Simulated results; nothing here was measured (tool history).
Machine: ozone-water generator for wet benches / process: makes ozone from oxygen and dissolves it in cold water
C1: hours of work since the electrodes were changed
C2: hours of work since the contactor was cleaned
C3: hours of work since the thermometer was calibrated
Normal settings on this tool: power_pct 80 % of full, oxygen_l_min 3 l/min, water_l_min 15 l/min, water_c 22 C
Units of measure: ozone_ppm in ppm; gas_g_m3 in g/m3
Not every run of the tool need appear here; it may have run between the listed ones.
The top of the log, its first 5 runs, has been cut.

{"run": 6, "hour": 454.7, "power_pct": 49, "oxygen_l_min": 3, "water_l_min": 15, "water_c": 26, "C1": 3664, "C2": 271, "C3": 407, "ozone_ppm": 12.6, "gas_g_m3": 162.9}
{"run": 7, "hour": 551.6, "power_pct": 80, "oxygen_l_min": 3, "water_l_min": 15, "water_c": 28, "C1": 3754, "C2": 361, "C3": 497, "ozone_ppm": 16.6, "gas_g_m3": 218.2}
{"run": 8, "hour": 662.5, "power_pct": 80, "oxygen_l_min": 3, "water_l_min": 15, "water_c": 28, "C1": 3858, "C2": 465, "C3": 601, "ozone_ppm": 16.4, "gas_g_m3": 217.7}
{"run": 9, "hour": 765.4, "power_pct": 80, "oxygen_l_min": 3, "water_l_min": 15, "water_c": 22, "C1": 3954, "C2": 561, "C3": 697, "ozone_ppm": 18, "gas_g_m3": 218.1}
{"run": 10, "hour": 867.3, "power_pct": 56, "oxygen_l_min": 3, "water_l_min": 15, "water_c": 22, "C1": 4049, "C2": 657, "C3": 792, "ozone_ppm": 14.4, "gas_g_m3": 176.1}
{"run": 11, "hour": 940.2, "power_pct": 80, "oxygen_l_min": 3, "water_l_min": 15, "water_c": 28, "C1": 4117, "C2": 725, "C3": 861, "ozone_ppm": 16.7, "gas_g_m3": 219.7}
{"run": 12, "hour": 1053.0, "power_pct": 80, "oxygen_l_min": 3, "water_l_min": 15, "water_c": 28, "C1": 4223, "C2": 830, "C3": 966, "ozone_ppm": 16.5, "gas_g_m3": 220.8}
{"run": 13, "hour": 1113.7, "power_pct": 80, "oxygen_l_min": 3, "water_l_min": 15, "water_c": 22, "C1": 4280, "C2": 887, "C3": 1023, "ozone_ppm": 18.2, "gas_g_m3": 221.6}
{"run": 14, "hour": 1215.9, "power_pct": 80, "oxygen_l_min": 3, "water_l_min": 15, "water_c": 22, "C1": 4375, "C2": 982, "C3": 1118, "ozone_ppm": 18.1, "gas_g_m3": 221.3}
{"run": 15, "hour": 1306.4, "power_pct": 80, "oxygen_l_min": 3.17, "water_l_min": 15, "water_c": 22, "C1": 4460, "C2": 1067, "C3": 1203, "ozone_ppm": 18.4, "gas_g_m3": 214}
{"run": 16, "hour": 1420.7, "power_pct": 80, "oxygen_l_min": 3.17, "water_l_min": 15, "water_c": 22, "C1": 4566, "C2": 1174, "C3": 1310, "ozone_ppm": 18.1, "gas_g_m3": 216.5}
{"run": 17, "hour": 1474.5, "power_pct": 80, "oxygen_l_min": 4.72, "water_l_min": 11, "water_c": 22, "C1": 4617, "C2": 1224, "C3": 1360, "ozone_ppm": 23.1, "gas_g_m3": 176.2}
{"run": 18, "hour": 1606.1, "power_pct": 94, "oxygen_l_min": 2.96, "water_l_min": 17, "water_c": 19, "C1": 4740, "C2": 1347, "C3": 1483, "ozone_ppm": 18.3, "gas_g_m3": 248.8}

For run 19, what comes out?
{"run": 19, "hour": 1679.1, "power_pct": 95, "oxygen_l_min": 4.29, "water_l_min": 17, "water_c": 25, "C1": 4808, "C2": 1415, "C3": 1551, "ozone_ppm": "?", "gas_g_m3": "?"}

Run 19 yielded ozone_ppm 17.3 ppm, gas_g_m3 202.9 g/m3.
If the tool had no hidden condition, the same run with the same run-to-run variation would have returned ozone_ppm 17.4 ppm, gas_g_m3 198.2 g/m3.
